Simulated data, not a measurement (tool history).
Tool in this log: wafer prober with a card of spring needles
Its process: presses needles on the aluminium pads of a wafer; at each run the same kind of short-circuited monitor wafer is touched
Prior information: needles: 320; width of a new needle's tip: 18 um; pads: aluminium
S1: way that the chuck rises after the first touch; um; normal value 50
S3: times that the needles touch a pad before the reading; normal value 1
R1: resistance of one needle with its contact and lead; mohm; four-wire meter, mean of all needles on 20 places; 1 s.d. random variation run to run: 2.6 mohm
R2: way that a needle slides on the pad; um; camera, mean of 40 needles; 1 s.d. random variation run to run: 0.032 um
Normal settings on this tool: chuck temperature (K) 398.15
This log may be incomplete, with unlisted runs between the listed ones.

run 1 day=0.000 | S1=50 chuck_temperature_(K)=398.15 S3=1 | R1=300 R2=9.41
-- day=0.642 tips cleaned on abrasive film
run 2 day=0.883 | S1=50 chuck_temperature_(K)=398.15 S3=1 | R1=300 R2=9.43
-- day=1.596 tips cleaned on abrasive film
-- day=2.017 height of the first contact set anew
run 3 day=2.112 | S1=41 chuck_temperature_(K)=398.15 S3=1 | R1=303 R2=7.78
-- day=2.608 tips cleaned on abrasive film
run 4 day=3.021 | S1=41 chuck_temperature_(K)=398.15 S3=1 | R1=304 R2=7.75
-- day=3.588 tips cleaned on abrasive film
run 5 day=3.979 | S1=50 chuck_temperature_(K)=354.15 S3=1 | R1=284 R2=9.50
-- day=4.500 tips cleaned on abrasive film
run 6 day=5.329 | S1=32 chuck_temperature_(K)=398.15 S3=1 | R1=318 R2=5.98
-- day=5.404 tips cleaned on abrasive film
-- day=6.325 tips cleaned on abrasive film
run 7 day=6.458 | S1=32 chuck_temperature_(K)=398.15 S3=1 | R1=315 R2=6.06
-- day=7.275 tips cleaned on abrasive film
run 8 day=7.375 | S1=32 chuck_temperature_(K)=398.15 S3=1 | R1=313 R2=6.05
-- day=8.271 tips cleaned on abrasive film
run 9 day=8.700 | S1=32 chuck_temperature_(K)=398.15 S3=1 | R1=311 R2=6.06
-- day=9.183 tips cleaned on abrasive film
run 10 day=9.558 | S1=32 chuck_temperature_(K)=398.15 S3=1 | R1=313 R2=6.08
-- day=10.138 tips cleaned on abrasive film
run 11 day=10.304 | S1=50 chuck_temperature_(K)=398.15 S3=1 | R1=302 R2=9.48
run 12 day=10.962 | S1=50 chuck_temperature_(K)=398.15 S3=1 | R1=298 R2=9.45
-- day=11.071 tips cleaned on abrasive film
run 13 day=11.525 | S1=50 chuck_temperature_(K)=398.15 S3=1 | R1=295 R2=9.43
-- day=11.983 tips cleaned on abrasive film
-- day=12.892 tips cleaned on abrasive film
run 14 day=12.892 | S1=50 chuck_temperature_(K)=398.15 S3=1 | R1=300 R2=9.47
run 15 day=13.646 | S1=50 chuck_temperature_(K)=398.15 S3=1 | R1=297 R2=9.51
-- day=13.804 tips cleaned on abrasive film
-- day=14.712 tips cleaned on abrasive film
run 16 day=14.871 | S1=50 chuck_temperature_(K)=398.15 S3=1 | R1=300 R2=9.50
-- day=15.683 tips cleaned on abrasive film
run 17 day=15.954 | S1=30 chuck_temperature_(K)=337.15 S3=2 | R1=294 R2=5.67
-- day=16.583 tips cleaned on abrasive film
-- day=16.938 height of the first contact set anew
run 18 day=16.967 | S1=32 chuck_temperature_(K)=327.15 S3=1 | R1=291 R2=6.02
-- day=17.517 tips cleaned on abrasive film
run 19 day=17.792 | S1=32 chuck_temperature_(K)=327.15 S3=1 | R1=293 R2=6.04
-- day=18.429 tips cleaned on abrasive film
run 20 day=18.496 | S1=32 chuck_temperature_(K)=327.15 S3=1 | R1=284 R2=6.10
-- day=19.329 tips cleaned on abrasive film
run 21 day=19.421 | S1=36 chuck_temperature_(K)=398.15 S3=2 | R1=314 R2=6.83
-- day=20.233 tips cleaned on abrasive film
run 22 day=20.667 | S1=36 chuck_temperature_(K)=398.15 S3=2 | R1=312 R2=6.77
-- day=21.192 tips cleaned on abrasive film
run 23 day=21.850 | S1=39 chuck_temperature_(K)=331.15 S3=2 | R1=286 R2=7.26
-- day=22.117 tips cleaned on abrasive film
run 24 day=22.758 | S1=33 chuck_temperature_(K)=319.15 S3=1 | R1=285 R2=6.24
-- day=23.083 tips cleaned on abrasive film
run 25 day=23.525 | S1=33 chuck_temperature_(K)=319.15 S3=1 | R1=286 R2=6.19
-- day=24.054 tips cleaned on abrasive film
run 26 day=24.846 | S1=46 chuck_temperature_(K)=380.15 S3=1 | R1=296 R2=8.70
-- day=25.046 tips cleaned on abrasive film
-- day=25.962 tips cleaned on abrasive film
run 27 day=26.188 | S1=63 chuck_temperature_(K)=312.15 S3=3 | R1=267 R2=11.93
-- day=26.954 tips cleaned on abrasive film
run 28 day=27.546 | S1=55 chuck_temperature_(K)=313.15 S3=3 | R1=272 R2=10.43
-- day=27.962 tips cleaned on abrasive film
run 29 day=28.329 | S1=68 chuck_temperature_(K)=313.15 S3=3 | R1=269 R2=12.82
-- day=28.879 tips cleaned on abrasive film
run 30 day=29.008 | S1=68 chuck_temperature_(K)=313.15 S3=3 | R1=272 R2=12.88
-- day=29.833 tips cleaned on abrasive film
run 31 day=29.833 | S1=65 chuck_temperature_(K)=336.15 S3=2 | R1=279 R2=12.28
-- day=30.808 tips cleaned on abrasive film
run 32 day=31.212 | S1=65 chuck_temperature_(K)=336.15 S3=2 | R1=279 R2=12.32

Forecast each of these 3 alternatives for the next run:
-- day=31.779 tips cleaned on abrasive film
-- day=31.862 height of the first contact set anew
run A day=31.862 | S1=50 chuck_temperature_(K)=398.15 S3=1 | R1=? R2=?
-- day=31.779 tips cleaned on abrasive film
-- day=31.862 height of the first contact set anew
run B day=31.862 | S1=65 chuck_temperature_(K)=336.15 S3=2 | R1=? R2=?
-- day=31.779 tips cleaned on abrasive film
-- day=31.862 height of the first contact set anew
run C day=31.862 | S1=40 chuck_temperature_(K)=398.15 S3=2 | R1=? R2=?

run=A R1=303 R2=9.46
run=B R1=280 R2=12.32
run=C R1=305 R2=7.54
Take away the tool's hidden state, keep each run's random variation, and the runs would have read:
run=A R1=303 R2=9.46
run=B R1=280 R2=12.32
run=C R1=305 R2=7.54

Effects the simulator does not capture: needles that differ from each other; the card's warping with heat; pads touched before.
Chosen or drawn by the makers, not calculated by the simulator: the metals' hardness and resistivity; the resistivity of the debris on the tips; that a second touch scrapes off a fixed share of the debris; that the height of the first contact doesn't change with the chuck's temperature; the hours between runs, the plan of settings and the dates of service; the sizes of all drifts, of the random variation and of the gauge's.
